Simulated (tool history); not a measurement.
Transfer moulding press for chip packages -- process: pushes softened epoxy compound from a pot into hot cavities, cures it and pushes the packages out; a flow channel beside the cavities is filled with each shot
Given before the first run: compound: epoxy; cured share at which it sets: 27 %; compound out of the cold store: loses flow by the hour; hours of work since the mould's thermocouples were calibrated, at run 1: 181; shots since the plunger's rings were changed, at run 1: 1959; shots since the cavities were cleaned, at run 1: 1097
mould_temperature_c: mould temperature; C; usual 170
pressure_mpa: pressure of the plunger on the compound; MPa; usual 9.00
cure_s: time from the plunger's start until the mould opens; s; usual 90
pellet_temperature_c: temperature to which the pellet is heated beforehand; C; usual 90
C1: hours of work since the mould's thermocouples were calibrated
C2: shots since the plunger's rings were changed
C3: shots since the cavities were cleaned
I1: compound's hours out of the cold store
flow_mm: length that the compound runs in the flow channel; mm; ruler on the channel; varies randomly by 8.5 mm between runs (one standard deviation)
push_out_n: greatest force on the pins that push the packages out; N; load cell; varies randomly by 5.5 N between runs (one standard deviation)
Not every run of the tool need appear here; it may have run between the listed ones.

run 1 hour=0.0 | mould_temperature_c=170 pressure_mpa=9.00 cure_s=90 pellet_temperature_c=90 | C1=181 C2=1959 C3=1097 | I1=13.5 | flow_mm=1021 push_out_n=435
-- hour=10.4 cavities cleaned with cleaning compound and waxed
run 2 hour=49.5 | mould_temperature_c=170 pressure_mpa=9.00 cure_s=90 pellet_temperature_c=90 | C1=206 C2=2439 C3=391 | I1=15.7 | flow_mm=1001 push_out_n=329
run 3 hour=89.9 | mould_temperature_c=164 pressure_mpa=9.00 cure_s=90 pellet_temperature_c=90 | C1=228 C2=2843 C3=795 | I1=36.5 | flow_mm=873 push_out_n=510
-- hour=127.6 cavities cleaned with cleaning compound and waxed
run 4 hour=143.7 | mould_temperature_c=164 pressure_mpa=9.00 cure_s=90 pellet_temperature_c=90 | C1=256 C2=3365 C3=160 | I1=14.7 | flow_mm=1002 push_out_n=371
run 5 hour=186.2 | mould_temperature_c=170 pressure_mpa=9.00 cure_s=90 pellet_temperature_c=97 | C1=278 C2=3790 C3=585 | I1=28.2 | flow_mm=900 push_out_n=359
run 6 hour=217.7 | mould_temperature_c=170 pressure_mpa=9.00 cure_s=90 pellet_temperature_c=97 | C1=295 C2=4105 C3=900 | I1=27.4 | flow_mm=880 push_out_n=386
-- hour=246.4 cavities cleaned with cleaning compound and waxed
run 7 hour=265.2 | mould_temperature_c=170 pressure_mpa=9.00 cure_s=90 pellet_temperature_c=90 | C1=319 C2=4564 C3=187 | I1=34.4 | flow_mm=827 push_out_n=256
run 8 hour=327.2 | mould_temperature_c=170 pressure_mpa=9.00 cure_s=75 pellet_temperature_c=90 | C1=352 C2=5184 C3=807 | I1=23.2 | flow_mm=905 push_out_n=589
-- hour=364.2 cavities cleaned with cleaning compound and waxed
run 9 hour=380.3 | mould_temperature_c=177 pressure_mpa=9.00 cure_s=75 pellet_temperature_c=90 | C1=380 C2=5700 C3=161 | I1=9.1 | flow_mm=957 push_out_n=269
-- hour=428.4 plunger's sealing rings changed
run 10 hour=444.2 | mould_temperature_c=177 pressure_mpa=9.00 cure_s=75 pellet_temperature_c=90 | C1=412 C2=158 C3=775 | I1=32.9 | flow_mm=893 push_out_n=364
run 11 hour=475.6 | mould_temperature_c=177 pressure_mpa=9.00 cure_s=75 pellet_temperature_c=90 | C1=429 C2=471 C3=1088 | I1=34.3 | flow_mm=866 push_out_n=393
-- hour=485.1 cavities cleaned with cleaning compound and waxed
run 12 hour=513.6 | mould_temperature_c=170 pressure_mpa=9.00 cure_s=90 pellet_temperature_c=80 | C1=449 C2=836 C3=285 | I1=14.0 | flow_mm=1034 push_out_n=314
run 13 hour=562.8 | mould_temperature_c=166 pressure_mpa=9.00 cure_s=90 pellet_temperature_c=80 | C1=475 C2=1328 C3=777 | I1=31.2 | flow_mm=921 push_out_n=508
-- hour=604.8 cavities cleaned with cleaning compound and waxed
run 14 hour=621.2 | mould_temperature_c=170 pressure_mpa=9.00 cure_s=90 pellet_temperature_c=90 | C1=505 C2=1896 C3=163 | I1=18.9 | flow_mm=974 push_out_n=279
run 15 hour=680.2 | mould_temperature_c=170 pressure_mpa=8.15 cure_s=77 pellet_temperature_c=89 | C1=536 C2=2487 C3=754 | I1=34.0 | flow_mm=815 push_out_n=520
-- hour=724.9 cavities cleaned with cleaning compound and waxed
run 16 hour=731.1 | mould_temperature_c=171 pressure_mpa=8.15 cure_s=77 pellet_temperature_c=89 | C1=563 C2=2981 C3=63 | I1=47.7 | flow_mm=749 push_out_n=263
run 17 hour=763.1 | mould_temperature_c=168 pressure_mpa=9.00 cure_s=90 pellet_temperature_c=81 | C1=580 C2=3300 C3=382 | I1=45.8 | flow_mm=806 push_out_n=367
run 18 hour=806.9 | mould_temperature_c=170 pressure_mpa=10.04 cure_s=90 pellet_temperature_c=100 | C1=603 C2=3738 C3=820 | I1=17.3 | flow_mm=1013 push_out_n=386
-- hour=847.5 cavities cleaned with cleaning compound and waxed
run 19 hour=852.6 | mould_temperature_c=170 pressure_mpa=9.00 cure_s=75 pellet_temperature_c=83 | C1=627 C2=4180 C3=52 | I1=19.6 | flow_mm=935 push_out_n=332
-- hour=859.7 mould's thermocouples calibrated
run 20 hour=882.2 | mould_temperature_c=167 pressure_mpa=9.00 cure_s=90 pellet_temperature_c=82 | C1=12 C2=4455 C3=327 | I1=41.5 | flow_mm=820 push_out_n=326
run 21 hour=941.9 | mould_temperature_c=170 pressure_mpa=7.77 cure_s=77 pellet_temperature_c=86 | C1=44 C2=5052 C3=924 | I1=43.4 | flow_mm=723 push_out_n=475
-- hour=968.0 cavities cleaned with cleaning compound and waxed
run 22 hour=983.6 | mould_temperature_c=163 pressure_mpa=7.43 cure_s=110 pellet_temperature_c=90 | C1=65 C2=5454 C3=156 | I1=12.6 | flow_mm=893 push_out_n=261
run 23 hour=1014.5 | mould_temperature_c=170 pressure_mpa=9.00 cure_s=113 pellet_temperature_c=90 | C1=82 C2=5763 C3=465 | I1=18.4 | flow_mm=922 push_out_n=268
-- hour=1056.0 plunger's sealing rings changed
run 24 hour=1068.1 | mould_temperature_c=164 pressure_mpa=8.32 cure_s=90 pellet_temperature_c=90 | C1=109 C2=121 C3=975 | I1=40.3 | flow_mm=842 push_out_n=522
-- hour=1088.4 cavities cleaned with cleaning compound and waxed
run 25 hour=1106.6 | mould_temperature_c=164 pressure_mpa=8.32 cure_s=80 pellet_temperature_c=90 | C1=128 C2=491 C3=182 | I1=27.8 | flow_mm=917 push_out_n=449
run 26 hour=1167.7 | mould_temperature_c=165 pressure_mpa=10.49 cure_s=89 pellet_temperature_c=81 | C1=161 C2=1101 C3=792 | I1=12.2 | flow_mm=1152 push_out_n=546
-- hour=1207.0 cavities cleaned with cleaning compound and waxed
run 27 hour=1211.1 | mould_temperature_c=167 pressure_mpa=10.58 cure_s=110 pellet_temperature_c=96 | C1=183 C2=1520 C3=40 | I1=15.0 | flow_mm=1101 push_out_n=195

Alternative continuations, all from the tool just after run 27; predict every row:
run A hour=1238.2 | mould_temperature_c=167 pressure_mpa=10.51 cure_s=91 pellet_temperature_c=82 | C1=198 C2=1791 C3=311 | I1=19.4 | flow_mm=? push_out_n=?
run B hour=1238.2 | mould_temperature_c=165 pressure_mpa=10.58 cure_s=110 pellet_temperature_c=90 | C1=198 C2=1791 C3=311 | I1=40.1 | flow_mm=? push_out_n=?
run C hour=1238.2 | mould_temperature_c=174 pressure_mpa=9.00 cure_s=90 pellet_temperature_c=84 | C1=198 C2=1791 C3=311 | I1=25.9 | flow_mm=? push_out_n=?
run D hour=1238.2 | mould_temperature_c=174 pressure_mpa=10.58 cure_s=114 pellet_temperature_c=96 | C1=198 C2=1791 C3=311 | I1=22.3 | flow_mm=? push_out_n=?

run=A flow_mm=1066 push_out_n=333
run=B flow_mm=938 push_out_n=273
run=C flow_mm=913 push_out_n=261
run=D flow_mm=1019 push_out_n=240
Take away the tool's hidden state, keep each run's random variation, and the runs would have read:
run=A flow_mm=1098 push_out_n=217
run=B flow_mm=966 push_out_n=178
run=C flow_mm=940 push_out_n=167
run=D flow_mm=1049 push_out_n=155

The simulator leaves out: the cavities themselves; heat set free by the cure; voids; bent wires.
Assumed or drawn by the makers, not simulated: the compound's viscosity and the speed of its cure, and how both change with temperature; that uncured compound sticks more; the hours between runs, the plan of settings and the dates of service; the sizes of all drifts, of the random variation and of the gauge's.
